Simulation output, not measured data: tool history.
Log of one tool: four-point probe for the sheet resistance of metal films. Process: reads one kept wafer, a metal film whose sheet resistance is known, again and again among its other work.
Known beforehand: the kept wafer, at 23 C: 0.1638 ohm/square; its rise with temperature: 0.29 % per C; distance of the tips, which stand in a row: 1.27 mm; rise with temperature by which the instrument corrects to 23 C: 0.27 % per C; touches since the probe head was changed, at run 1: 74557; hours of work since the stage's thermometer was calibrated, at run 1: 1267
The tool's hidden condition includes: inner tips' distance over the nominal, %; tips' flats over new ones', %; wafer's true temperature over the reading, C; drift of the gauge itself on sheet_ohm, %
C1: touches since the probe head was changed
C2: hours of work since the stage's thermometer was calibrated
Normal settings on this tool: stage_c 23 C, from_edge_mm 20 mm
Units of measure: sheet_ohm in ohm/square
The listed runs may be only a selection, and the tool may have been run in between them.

Run 1, hour 0.0: usual settings; C1 74557; C2 1267. Result: sheet_ohm 0.163420 ohm/square.
Run 2, hour 46.1: usual settings; C1 75975; C2 1302. Result: sheet_ohm 0.163404 ohm/square.
At hour 93.2: new probe head fitted.
Run 3, hour 93.2: usual settings; C1 0; C2 1336. Result: sheet_ohm 0.162565 ohm/square.
Run 4, hour 139.6: usual settings; C1 1428; C2 1371. Result: sheet_ohm 0.162554 ohm/square.
Run 5, hour 183.1: usual settings; C1 2768; C2 1404. Result: sheet_ohm 0.162510 ohm/square.
Run 6, hour 228.9: usual settings; C1 4177; C2 1439. Result: sheet_ohm 0.162433 ohm/square.
Run 7, hour 269.2: usual settings but stage_c 33 C; C1 5417; C2 1469. Result: sheet_ohm 0.162767 ohm/square.
Run 8, hour 294.4: usual settings but stage_c 33 C; C1 6192; C2 1488. Result: sheet_ohm 0.162787 ohm/square.
Run 9, hour 349.1: usual settings but stage_c 33 C; C1 7877; C2 1529. Result: sheet_ohm 0.162731 ohm/square.
Run 10, hour 377.0: usual settings; C1 8736; C2 1550. Result: sheet_ohm 0.162343 ohm/square.
Run 11, hour 401.3: usual settings; C1 9482; C2 1569. Result: sheet_ohm 0.162325 ohm/square.
Run 12, hour 425.0: usual settings; C1 10211; C2 1586. Result: sheet_ohm 0.162276 ohm/square.
Run 13, hour 463.8: usual settings but stage_c 19 C, from_edge_mm 52 mm; C1 11404; C2 1616. Result: sheet_ohm 0.161836 ohm/square.
Run 14, hour 516.7: usual settings but from_edge_mm 9 mm; C1 13034; C2 1656. Result: sheet_ohm 0.163564 ohm/square.
Run 15, hour 548.4: usual settings but from_edge_mm 9 mm; C1 14007; C2 1679. Result: sheet_ohm 0.163589 ohm/square.
Run 16, hour 588.7: usual settings but stage_c 26 C, from_edge_mm 73 mm; C1 15248; C2 1710. Result: sheet_ohm 0.161947 ohm/square.
Run 17, hour 618.2: usual settings but stage_c 30 C, from_edge_mm 15 mm; C1 16158; C2 1732. Result: sheet_ohm 0.162757 ohm/square.
Run 18, hour 650.5: usual settings but stage_c 33 C, from_edge_mm 17 mm; C1 17149; C2 1756. Result: sheet_ohm 0.162627 ohm/square.
Run 19, hour 676.1: usual settings but stage_c 33 C, from_edge_mm 17 mm; C1 17936; C2 1776. Result: sheet_ohm 0.162614 ohm/square.
Run 20, hour 713.0: usual settings but stage_c 33 C, from_edge_mm 17 mm; C1 19075; C2 1804. Result: sheet_ohm 0.162566 ohm/square.
Run 21, hour 738.7: usual settings but from_edge_mm 39 mm; C1 19863; C2 1823. Result: sheet_ohm 0.161844 ohm/square.
Run 22, hour 762.4: usual settings but stage_c 26 C, from_edge_mm 39 mm; C1 20595; C2 1841. Result: sheet_ohm 0.161945 ohm/square.
Run 23, hour 811.7: usual settings but from_edge_mm 14 mm; C1 22111; C2 1878. Result: sheet_ohm 0.162396 ohm/square.

Take each entry between the runs: how does the hidden state at the last listed run before it differ from the hidden state at the first listed run after it?
After run 2, before run 3: new probe head fitted (hour 93.2)
  inner tips' distance over the nominal, %: -0.332 -> -0.823; tips' flats over new ones', %: 74 -> 0
  measured value less the no-hidden-state value, sheet_ohm: -0.000715 -> -0.001588 ohm/square

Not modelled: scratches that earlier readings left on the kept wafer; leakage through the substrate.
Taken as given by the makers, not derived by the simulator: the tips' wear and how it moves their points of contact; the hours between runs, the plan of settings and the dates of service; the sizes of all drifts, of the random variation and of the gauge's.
